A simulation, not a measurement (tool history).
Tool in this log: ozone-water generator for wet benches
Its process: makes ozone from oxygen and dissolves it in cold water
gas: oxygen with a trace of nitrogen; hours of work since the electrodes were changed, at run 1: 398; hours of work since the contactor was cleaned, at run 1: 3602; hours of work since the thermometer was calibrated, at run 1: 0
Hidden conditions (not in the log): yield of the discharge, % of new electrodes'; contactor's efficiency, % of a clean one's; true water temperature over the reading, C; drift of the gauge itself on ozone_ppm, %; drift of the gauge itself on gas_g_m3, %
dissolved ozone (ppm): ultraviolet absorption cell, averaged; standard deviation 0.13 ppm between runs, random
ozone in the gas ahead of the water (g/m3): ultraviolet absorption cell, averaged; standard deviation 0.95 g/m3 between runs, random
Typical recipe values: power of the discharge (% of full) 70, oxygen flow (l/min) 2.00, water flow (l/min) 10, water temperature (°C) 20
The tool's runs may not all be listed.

run	hour	power of the discharge (% of full)	oxygen flow (l/min)	water flow (l/min)	water temperature (°C)	hours of work since the electrodes were changed	hours of work since the contactor was cleaned	hours of work since the thermometer was calibrated	dissolved ozone (ppm)	ozone in the gas ahead of the water (g/m3)
1	0.0	70	2.00	10	20	398	3602	0	13.5	160.9
2	83.2	70	2.00	10	20	455	3659	57	13.3	159.8
3	171.2	70	2.00	10	20	515	3719	117	13.2	160.5
4	236.3	70	2.00	10	20	559	3763	161	13.4	160.5
5	305.3	70	2.00	10	20	606	3810	208	13.3	159.5
6	369.8	70	2.00	10	20	650	3854	253	13.3	159.4
7	412.9	89	2.00	10	20	680	3884	282	16.4	201.8
8	463.9	89	2.00	10	20	715	3919	317	16.8	199.8
9	516.7	89	2.00	10	20	751	3955	353	16.6	200.2
10	603.5	89	2.00	10	20	810	4014	412	16.5	197.6
11	667.5	89	2.00	10	20	854	4058	456	16.4	198.9
12	745.5	89	2.00	10	20	907	4111	509	16.4	198.2
13	829.0	89	2.00	10	20	964	4168	566	16.5	198.3
14	907.4	70	2.00	10	25	1017	4222	620	12.4	158.8
15	962.6	70	2.00	10	25	1055	4259	657	12.4	157.3
16	1007.6	70	2.00	7	12	1086	4290	688	19.8	157.1
17	1097.8	70	2.00	11	15	1147	4351	750	12.7	158.9
18	1190.0	70	2.00	10	15	1210	4414	813	14.0	157.2
19	1258.9	70	2.00	10	15	1257	4461	860	13.8	156.8
20	1316.1	48	2.15	9	13	1297	4501	899	11.2	107.2
21	1415.6	48	2.15	9	13	1364	4569	967	11.0	107.2
22	1515.3	48	2.15	9	13	1433	4637	1035	11.1	106.0

What will run 23 give?
23	1583.9	66	1.97	15	19	1479	4683	1082	?	?

Logged for run 23: dissolved ozone (ppm) 8.4, ozone in the gas ahead of the water (g/m3) 150.4.
Were there no unlogged condition in the tool, this run, its random variation unchanged, would have produced dissolved ozone (ppm) 9.0, ozone in the gas ahead of the water (g/m3) 154.2.
